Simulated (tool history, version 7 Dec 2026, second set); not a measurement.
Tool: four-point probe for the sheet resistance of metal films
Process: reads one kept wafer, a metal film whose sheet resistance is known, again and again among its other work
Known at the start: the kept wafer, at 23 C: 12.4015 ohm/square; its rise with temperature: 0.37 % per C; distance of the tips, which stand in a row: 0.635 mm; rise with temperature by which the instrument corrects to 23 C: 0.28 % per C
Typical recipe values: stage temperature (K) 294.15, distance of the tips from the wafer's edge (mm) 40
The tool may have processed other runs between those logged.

run	hour	stage temperature (K)	distance of the tips from the wafer's edge (mm)	sheet resistance as the instrument gives it (ohm/square)
1	0	294.15	40	12.380091
2	23.6	294.15	40	12.383157
3	51.5	294.15	28	12.383962
4	91.2	294.15	28	12.384872
5	129.9	294.15	28	12.387023
6	150.5	304.15	40	12.494415
7	189.9	294.15	40	12.383375
8	209.2	294.15	6	12.451136
9	252.4	294.15	6	12.455399
10	272.7	294.15	6	12.454629
11	320.5	294.15	6	12.452183
12	361.3	294.15	6	12.453105
13	380.8	294.15	19	12.386958
14	400.9	294.15	19	12.388756
15	430.4	294.15	19	12.386612
16	462.4	294.15	19	12.386056
17	483.9	294.15	19	12.386991
18	522.4	294.15	40	12.383434
19	564.3	294.15	4	12.543254
20	612.2	294.15	4	12.544912
21	655.7	294.15	4	12.547997
22	692.4	294.15	4	12.545101
23	721.4	294.15	4	12.547479
24	759.3	298.15	6	12.499061
25	794.6	292.15	13	12.370096
26	829.3	292.15	13	12.368296
27	862	301.15	17	12.47159
28	888.7	301.15	17	12.466312
29	928.6	301.15	17	12.470414
30	956.8	301.15	17	12.468432
31	994.5	301.15	17	12.469033
32	1031.5	301.15	17	12.469398
33	1058.7	301.15	17	12.469472
34	1091	301.15	3	12.75411
35	1116.5	295.15	6	12.465048
36	1141.5	295.15	6	12.463472
37	1175	303.15	44	12.480896
38	1209.6	303.15	44	12.484539
39	1241.1	305.15	62	12.50725
40	1286.5	292.15	28	12.356362

Run 41, settings as shown, results not yet in. Your forecast:
41	1326.4	299.15	10	?

For run 41 the tool returned sheet resistance as the instrument gives it (ohm/square) 12.463244.
The same run, on a tool lacking any hidden state, would have yielded sheet resistance as the instrument gives it (ohm/square) 12.461936.

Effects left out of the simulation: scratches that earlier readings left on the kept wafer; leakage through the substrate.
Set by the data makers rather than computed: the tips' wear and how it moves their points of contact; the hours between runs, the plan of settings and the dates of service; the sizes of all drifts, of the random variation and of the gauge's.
